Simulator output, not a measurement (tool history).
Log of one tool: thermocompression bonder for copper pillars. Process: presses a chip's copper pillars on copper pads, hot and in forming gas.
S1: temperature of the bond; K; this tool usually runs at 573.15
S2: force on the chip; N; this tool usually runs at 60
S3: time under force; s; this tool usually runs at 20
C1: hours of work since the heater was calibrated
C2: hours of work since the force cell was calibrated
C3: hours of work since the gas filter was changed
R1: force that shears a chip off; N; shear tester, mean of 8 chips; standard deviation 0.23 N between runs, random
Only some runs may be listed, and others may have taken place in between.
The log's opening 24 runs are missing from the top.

{"run": 25, "hour": 158.0, "S1": 573.15, "S2": 60, "S3": 37, "C1": 204, "C2": 328, "C3": 333, "R1": 120.3}
{"run": 26, "hour": 162.3, "S1": 570.15, "S2": 60, "S3": 58, "C1": 207, "C2": 330, "C3": 336, "R1": 127.4}
{"run": 27, "hour": 172.5, "S1": 570.15, "S2": 62, "S3": 58, "C1": 214, "C2": 337, "C3": 342, "R1": 127.9}
{"run": 28, "hour": 182.1, "S1": 552.15, "S2": 47, "S3": 11, "C1": 220, "C2": 343, "C3": 348, "R1": 62.7}
{"run": 29, "hour": 187.9, "S1": 577.15, "S2": 83, "S3": 20, "C1": 223, "C2": 346, "C3": 352, "R1": 120.3}
{"run": 30, "hour": 192.5, "S1": 577.15, "S2": 83, "S3": 20, "C1": 226, "C2": 349, "C3": 355, "R1": 120.8}
{"run": 31, "hour": 198.4, "S1": 558.15, "S2": 73, "S3": 12, "C1": 230, "C2": 353, "C3": 358, "R1": 86.8}
{"run": 32, "hour": 202.6, "S1": 599.15, "S2": 38, "S3": 27, "C1": 232, "C2": 356, "C3": 361, "R1": 116.3}
{"run": 33, "hour": 211.5, "S1": 583.15, "S2": 60, "S3": 20, "C1": 238, "C2": 361, "C3": 366, "R1": 113.9}
{"run": 34, "hour": 221.2, "S1": 567.15, "S2": 60, "S3": 43, "C1": 244, "C2": 367, "C3": 373, "R1": 119.5}

Consider 3 possible next runs. They are alternatives, not a sequence: every one starts from the tool as it was left by run 34. What does each give?
{"run": "A", "hour": 227.7, "S1": 573.15, "S2": 53, "S3": 20, "C1": 248, "C2": 371, "C3": 377, "R1": "?"}
{"run": "B", "hour": 227.7, "S1": 566.15, "S2": 60, "S3": 15, "C1": 248, "C2": 371, "C3": 377, "R1": "?"}
{"run": "C", "hour": 227.7, "S1": 567.15, "S2": 60, "S3": 32, "C1": 248, "C2": 371, "C3": 377, "R1": "?"}

run=A R1=100.5
run=B R1=92.2
run=C R1=112.9
With the hidden condition removed and each run's random variation left untouched, the same runs would have given:
run=A R1=99.1
run=B R1=90.9
run=C R1=111.3

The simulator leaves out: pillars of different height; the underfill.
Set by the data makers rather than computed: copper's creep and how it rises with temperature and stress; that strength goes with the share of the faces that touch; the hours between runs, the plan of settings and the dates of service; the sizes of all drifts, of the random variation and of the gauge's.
